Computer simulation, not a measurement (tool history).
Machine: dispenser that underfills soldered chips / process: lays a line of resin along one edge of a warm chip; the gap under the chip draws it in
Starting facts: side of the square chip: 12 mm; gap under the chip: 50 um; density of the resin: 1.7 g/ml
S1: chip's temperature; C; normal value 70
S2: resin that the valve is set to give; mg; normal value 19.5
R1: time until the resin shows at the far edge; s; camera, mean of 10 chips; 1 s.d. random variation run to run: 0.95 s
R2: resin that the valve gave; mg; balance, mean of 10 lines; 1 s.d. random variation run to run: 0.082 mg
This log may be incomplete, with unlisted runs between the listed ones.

run,hour,S1,S2,R1,R2
1,0,70,19.5,136.8,18.81
# hour 6.2: new syringe of resin
2,12,70,22.6,121.8,21.73
# hour 19.9: new syringe of resin
# hour 22.2: dispensing valve cleaned and set on the balance
3,22.6,70,19.5,99.8,19.51
# hour 34.6: new syringe of resin
4,35.1,70,19.5,93.8,19.47
# hour 48.2: new syringe of resin
5,49.1,70,19.5,95.6,19.37
6,58.2,70,19.5,155.4,19.34
# hour 62: new syringe of resin
7,68.8,70,19.5,131.9,19.24
# hour 75.7: new syringe of resin
8,80.6,70,19.5,121.5,19.06
# hour 90: new syringe of resin
9,90.8,70,19.5,95.3,19.05
# hour 103.6: new syringe of resin
10,103.6,70,19.5,91.1,18.83
11,115.5,81,19.5,120.3,18.74
# hour 118.2: new syringe of resin
# hour 119.2: dispensing valve cleaned and set on the balance
12,129.7,81,19.5,112.6,19.48
# hour 132.8: new syringe of resin
13,140.6,81,19.5,98.8,19.33
# hour 146.5: new syringe of resin
14,147.9,81,19.5,69.4,19.25
15,155,59,19.5,213.3,19.18
# hour 160.3: new syringe of resin
16,161.8,59,19.5,147.1,19.22
# hour 174.6: new syringe of resin
17,174.7,59,19.5,138.9,18.88
# hour 188.1: new syringe of resin
18,190.3,84,23.4,66,22.61
19,200.1,69,17.4,192.6,16.83
# hour 201.5: new syringe of resin
20,210,79,20.2,108,19.39
# hour 215.5: new syringe of resin
# hour 216.5: dispensing valve cleaned and set on the balance
21,221.6,55,19.3,204.6,19.23
22,228.3,55,19.3,290.8,19.19
# hour 230.1: new syringe of resin
23,241.4,55,19.3,287.8,18.97
# hour 244.1: new syringe of resin
# hour 258: new syringe of resin
24,258.2,55,21,160.4,20.38
25,265.3,78,19.5,106.9,18.91
# hour 271.6: new syringe of resin
26,279.3,78,19.5,107.3,18.77
# hour 285.7: new syringe of resin
27,286.2,70,22.1,94.6,21.15
28,295.6,79,18.3,120.6,17.58
# hour 299.8: new syringe of resin
29,310.5,70,22.9,163.8,21.94
# hour 313.6: dispensing valve cleaned and set on the balance
# hour 314.9: new syringe of resin
30,319.5,82,24.4,79.4,24.14
31,326.4,66,17.5,204,17.35
# hour 328.8: new syringe of resin
32,339.4,66,17.5,190,17.41
# hour 342.2: new syringe of resin
33,352,66,17.5,184.6,17.19

Measured less the same run without the tool's hidden state. The same run-to-run variation is in both; the gauge's scatter may not be:
The hidden state here: resin's viscosity, % of fresh resin's; dose that the valve gives, % of what is set; true chip temperature over the reading, C; drift of the gauge itself on fill_s, %; drift of the gauge itself on given_mg, %.
run,R1,R2
1,+46.7,-0.64
2,+32.8,-0.86
3,+9.6,+0.11
4,+2.4,+0
5,+5.1,-0.12
6,+65.6,-0.21
7,+41.7,-0.31
8,+29.3,-0.41
9,+5.8,-0.51
10,+0.9,-0.62
11,+57.8,-0.7
12,+49.3,-0.04
13,+34.9,-0.14
14,+6.3,-0.21
15,+81.5,-0.27
16,+12.6,-0.33
17,+3.9,-0.44
18,+9.4,-0.69
19,+96.1,-0.59
20,+42.3,-0.78
21,+49.8,-0.1
22,+137.5,-0.16
23,+132.9,-0.28
24,+6.8,-0.46
25,+36.9,-0.49
26,+37.9,-0.63
27,+5.3,-0.77
28,+52.3,-0.73
29,+74.7,-1.06
30,+19.2,-0.05
31,+97.7,-0.09
32,+84.3,-0.19
33,+78.4,-0.29

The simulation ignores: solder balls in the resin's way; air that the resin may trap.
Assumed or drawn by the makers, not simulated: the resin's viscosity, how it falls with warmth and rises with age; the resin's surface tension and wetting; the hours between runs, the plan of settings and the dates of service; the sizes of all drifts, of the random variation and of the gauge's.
